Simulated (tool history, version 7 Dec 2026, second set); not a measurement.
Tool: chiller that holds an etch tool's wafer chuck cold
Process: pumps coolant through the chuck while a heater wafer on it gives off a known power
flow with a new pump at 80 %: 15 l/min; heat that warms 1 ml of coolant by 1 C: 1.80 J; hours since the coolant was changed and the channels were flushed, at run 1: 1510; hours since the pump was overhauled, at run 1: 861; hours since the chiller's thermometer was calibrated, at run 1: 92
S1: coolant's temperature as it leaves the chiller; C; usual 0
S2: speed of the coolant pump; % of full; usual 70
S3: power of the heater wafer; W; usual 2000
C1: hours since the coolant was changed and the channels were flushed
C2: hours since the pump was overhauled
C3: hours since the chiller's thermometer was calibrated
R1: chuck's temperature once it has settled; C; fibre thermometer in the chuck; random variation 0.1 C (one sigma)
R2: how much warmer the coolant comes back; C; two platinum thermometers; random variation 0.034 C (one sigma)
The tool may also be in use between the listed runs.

| run | hour | S1 | S2 | S3 | C1 | C2 | C3 | R1 | R2 |
|---|---|---|---|---|---|---|---|---|---|
| 1 | 0 | 0 | 70 | 2000 | 1510 | 861 | 92 | 20.3 | 5.32 |
| 2 | 36.7 | 0 | 70 | 1083 | 1547 | 898 | 129 | 11.1 | 2.9 |
| 3 | 64.8 | 0 | 70 | 1083 | 1575 | 926 | 157 | 11.2 | 2.88 |
| 4 | 108.1 | -3 | 70 | 2000 | 1618 | 969 | 200 | 17.5 | 5.39 |
| 5 | 137.5 | -3 | 70 | 2000 | 1648 | 998 | 229 | 17.5 | 5.35 |
| 6 | 172 | -3 | 70 | 2000 | 1682 | 1033 | 264 | 17.6 | 5.39 |
| 7 | 209.8 | 0 | 70 | 2000 | 1720 | 1071 | 302 | 20.7 | 5.4 |
| 8 | 241.9 | 0 | 70 | 2000 | 1752 | 1103 | 334 | 20.8 | 5.45 |
| 9 | 278.8 | 0 | 70 | 2000 | 1789 | 1140 | 371 | 20.8 | 5.47 |
|  | 282.3 | chiller's thermometer calibrated |
| 10 | 325.8 | 0 | 70 | 2000 | 1835 | 1186 | 44 | 21 | 5.44 |
|  | 355.6 | chiller's thermometer calibrated, once more |
| 11 | 374.5 | 0 | 70 | 2000 | 1883 | 1234 | 19 | 20.8 | 5.42 |
| 12 | 412.5 | 0 | 70 | 2000 | 1921 | 1271 | 57 | 21 | 5.42 |
| 13 | 439.2 | 0 | 70 | 1444 | 1948 | 1298 | 84 | 15.3 | 3.88 |
| 14 | 468.2 | 0 | 70 | 1167 | 1977 | 1327 | 113 | 12.4 | 3.17 |
| 15 | 496.2 | 0 | 70 | 1167 | 2004 | 1355 | 141 | 12.5 | 3.15 |
| 16 | 535.8 | 0 | 70 | 1167 | 2044 | 1395 | 180 | 12.6 | 3.23 |
| 17 | 575.8 | 5 | 73 | 1607 | 2084 | 1435 | 220 | 21.5 | 4.19 |
| 18 | 605.4 | -6 | 89 | 2542 | 2114 | 1464 | 250 | 15.8 | 5.3 |
| 19 | 643.5 | -6 | 77 | 2965 | 2152 | 1502 | 288 | 22.8 | 7.23 |
| 20 | 685.5 | -6 | 77 | 2965 | 2194 | 1545 | 330 | 23 | 7.23 |
| 21 | 707.2 | -6 | 77 | 2965 | 2216 | 1566 | 352 | 23.6 | 7.29 |
| 22 | 745.7 | -4 | 77 | 1592 | 2254 | 1605 | 390 | 11.9 | 3.83 |
| 23 | 778.1 | -4 | 97 | 1592 | 2286 | 1637 | 422 | 8.7 | 3.03 |
| 24 | 812.5 | -4 | 97 | 1592 | 2321 | 1672 | 457 | 8.7 | 3 |
| 25 | 858.7 | -4 | 97 | 1498 | 2367 | 1718 | 503 | 8 | 2.81 |
| 26 | 891.3 | -4 | 94 | 1180 | 2400 | 1750 | 536 | 5.9 | 2.34 |
| 27 | 926.6 | -4 | 94 | 1180 | 2435 | 1786 | 571 | 5.9 | 2.31 |
| 28 | 947.1 | -4 | 94 | 1180 | 2455 | 1806 | 592 | 5.9 | 2.31 |
| 29 | 989.3 | -3 | 87 | 1210 | 2498 | 1848 | 634 | 8.2 | 2.6 |
| 30 | 1025.1 | 0 | 70 | 2496 | 2533 | 1884 | 670 | 27.7 | 6.94 |
| 31 | 1068 | 0 | 70 | 2496 | 2576 | 1927 | 712 | 27.9 | 6.95 |

4 ways to go on from here, each from the tool as it stands after run 31. What would each give?
| A | 1095.1 | 4 | 70 | 2840 | 2603 | 1954 | 740 | ? | ? |
| B | 1095.1 | -8 | 70 | 2000 | 2603 | 1954 | 740 | ? | ? |
| C | 1095.1 | 3 | 63 | 1061 | 2603 | 1954 | 740 | ? | ? |
| D | 1095.1 | -5 | 89 | 1658 | 2603 | 1954 | 740 | ? | ? |

| run | R1 | R2 |
|---|---|---|
| A | 35.7 | 7.89 |
| B | 14.6 | 5.58 |
| C | 16.3 | 3.32 |
| D | 9.8 | 3.48 |
Without the tool's hidden state the same runs would have given:
| run | R1 | R2 |
|---|---|---|
| A | 29.9 | 7.34 |
| B | 10.5 | 5.19 |
| C | 13.8 | 3.09 |
| D | 7 | 3.23 |
